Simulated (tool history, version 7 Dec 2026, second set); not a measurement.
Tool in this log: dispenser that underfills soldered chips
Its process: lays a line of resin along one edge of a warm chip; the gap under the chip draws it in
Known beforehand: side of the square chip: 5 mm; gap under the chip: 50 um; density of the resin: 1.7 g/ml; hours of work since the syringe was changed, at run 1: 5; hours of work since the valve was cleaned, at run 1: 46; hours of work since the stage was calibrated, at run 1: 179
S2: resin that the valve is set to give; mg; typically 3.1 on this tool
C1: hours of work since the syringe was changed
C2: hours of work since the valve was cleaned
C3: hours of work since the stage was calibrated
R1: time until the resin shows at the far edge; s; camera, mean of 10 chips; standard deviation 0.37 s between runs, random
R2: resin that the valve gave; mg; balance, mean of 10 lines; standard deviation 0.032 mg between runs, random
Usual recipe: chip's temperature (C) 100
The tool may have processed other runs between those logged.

Run 1, hour 0: usual settings; C1 5; C2 46; C3 179. Result: R1 24.7 s, R2 2.95 mg.
At hour 2: new syringe of resin.
Run 2, hour 5.6: usual settings; C1 3; C2 50; C3 183. Result: R1 22.8 s, R2 3.03 mg.
At hour 10.1: new syringe of resin.
Run 3, hour 12.6: usual settings; C1 2; C2 56; C3 188. Result: R1 22.4 s, R2 2.94 mg.
At hour 17.4: new syringe of resin.
Run 4, hour 19.4: usual settings; C1 2; C2 60; C3 193. Result: R1 22.3 s, R2 2.92 mg.
At hour 25.2: new syringe of resin.
Run 5, hour 27.9: usual settings but S2 2.77 mg; C1 2; C2 67; C3 199. Result: R1 23.7 s, R2 2.63 mg.
At hour 33: new syringe of resin.
Run 6, hour 37.1: usual settings but S2 2.77 mg; C1 3; C2 73; C3 206. Result: R1 25.2 s, R2 2.63 mg.
At hour 40.5: new syringe of resin.
Run 7, hour 43: usual settings but S2 2.63 mg; C1 2; C2 78; C3 210. Result: R1 23.7 s, R2 2.42 mg.
At hour 48.4: new syringe of resin.
Run 8, hour 53: usual settings but chip's temperature (C) 105; C1 3; C2 85; C3 217. Result: R1 19.5 s, R2 2.89 mg.
At hour 56.1: new syringe of resin.
At hour 60: dispensing valve cleaned and set on the balance.
Run 9, hour 61.8: usual settings but S2 3.22 mg; C1 4; C2 1; C3 223. Result: R1 23.8 s, R2 3.24 mg.
At hour 64.9: new syringe of resin.
Run 10, hour 67.3: usual settings but S2 3.22 mg; C1 2; C2 5; C3 227. Result: R1 22.5 s, R2 3.22 mg.
At hour 72.2: new syringe of resin.
Run 11, hour 72.8: usual settings but S2 3.68 mg; C1 0; C2 9; C3 231. Result: R1 20.8 s, R2 3.66 mg.
At hour 79.8: new syringe of resin.
Run 12, hour 82.4: usual settings but S2 2.78 mg; C1 2; C2 16; C3 238. Result: R1 22.7 s, R2 2.67 mg.
At hour 87.5: new syringe of resin.
Run 13, hour 93.9: usual settings but chip's temperature (C) 101; C1 5; C2 25; C3 246. Result: R1 23.1 s, R2 3.03 mg.
At hour 95.1: new syringe of resin.
At hour 102.9: new syringe of resin.
Run 14, hour 104.7: usual settings but chip's temperature (C) 93; C1 1; C2 32; C3 254. Result: R1 29.5 s, R2 2.98 mg.
At hour 110.6: new syringe of resin.
Run 15, hour 116.4: usual settings but chip's temperature (C) 93; C1 4; C2 41; C3 263. Result: R1 32.6 s, R2 2.98 mg.

Run 16 has not been measured yet. What should we expect?
At hour 118: new syringe of resin.
Run 16, hour 124.7: usual settings but chip's temperature (C) 93, S2 2.62 mg; C1 5; C2 47; C3 269. Result: R1 ?, R2 ?.

R1: 35.3 s
R2: 2.57 mg
With no hidden state in the tool, this same run would have given R1 31.4 s, R2 2.67 mg.

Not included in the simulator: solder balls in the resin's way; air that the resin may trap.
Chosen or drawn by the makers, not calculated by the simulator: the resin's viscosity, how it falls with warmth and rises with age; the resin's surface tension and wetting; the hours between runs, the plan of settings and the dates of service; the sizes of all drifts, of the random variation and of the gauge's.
